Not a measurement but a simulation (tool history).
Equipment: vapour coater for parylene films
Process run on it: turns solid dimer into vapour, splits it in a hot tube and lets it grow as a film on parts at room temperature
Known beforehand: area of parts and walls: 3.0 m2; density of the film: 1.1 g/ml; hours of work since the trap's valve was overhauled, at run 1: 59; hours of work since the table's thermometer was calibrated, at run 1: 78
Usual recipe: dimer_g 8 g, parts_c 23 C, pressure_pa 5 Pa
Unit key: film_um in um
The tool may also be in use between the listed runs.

run   hour  dimer_g  parts_c  pressure_pa  hours of work since the trap's valve was overhauled  hours of work since the table's thermometer was calibrated  film_um
  1      0        8       23            5                                                   59                                                          78     1.61
  2   15.3        8       23            5                                                   68                                                          87    1.603
  3     26        8       23            5                                                   74                                                          93    1.602
  4   33.8        8       23            5                                                   78                                                          98    1.602
  5   45.6        8       23            5                                                   85                                                         105    1.597
  6   57.5        8       23         2.55                                                   92                                                         111    1.687
  7     68        8       23         2.55                                                   98                                                         117    1.673
  8   80.8        8       22            5                                                  105                                                         125     1.66
  9   88.6        8       23            5                                                  110                                                         129    1.583
 10  103.2        8       23            5                                                  118                                                         138    1.591
 11    113        8       23            5                                                  124                                                         143    1.589
 12  119.8        8       23            5                                                  128                                                         147    1.594
 13  129.9        8       23            5                                                  134                                                         153    1.582
 14  138.1        3       16         2.96                                                  138                                                         158    0.816
 15  150.1        3       16         2.96                                                  145                                                         165    0.801
 16  161.4        5       18            5                                                  152                                                         171    1.187
     166.6  -- trap's valve overhauled
 17  176.3        5       18            5                                                    6                                                         177    1.174
 18  189.4       12       28        10.21                                                   13                                                         185    1.839
 19  202.9       13       28         7.38                                                   21                                                         193    2.036
     212.8  -- trap's valve overhauled, once more
 20    216        7       19         5.45                                                    2                                                         198    1.647
 21  223.3        7       19         5.45                                                    6                                                         202    1.643
 22  231.5        9       19         5.45                                                   11                                                         207    2.106
 23  241.2        9       23         3.51                                                   16                                                         212    1.872
 24  256.2        9       23         3.51                                                   25                                                         221     1.87
 25  266.3        8       19          8.2                                                   31                                                         227    1.803

5 options for the next run, each taken on its own from the tool as it stands now. Forecast them:
  A  276.9        8       19         2.68                                                   37                                                         233        ?
  B  276.9        8       25         3.89                                                   37                                                         233        ?
  C  276.9        4       23            5                                                   37                                                         233        ?
  D  276.9        8       25          8.2                                                   37                                                         233        ?
  E  276.9        8       25          8.2                                                   37                                                         233        ?

run  film_um
  A    1.976
  B    1.531
  C    0.802
  D    1.456
  E    1.452
With the hidden condition removed and each run's random variation left untouched, the same runs would have given:
run  film_um
  A    1.977
  B    1.532
  C    0.803
  D    1.457
  E    1.453

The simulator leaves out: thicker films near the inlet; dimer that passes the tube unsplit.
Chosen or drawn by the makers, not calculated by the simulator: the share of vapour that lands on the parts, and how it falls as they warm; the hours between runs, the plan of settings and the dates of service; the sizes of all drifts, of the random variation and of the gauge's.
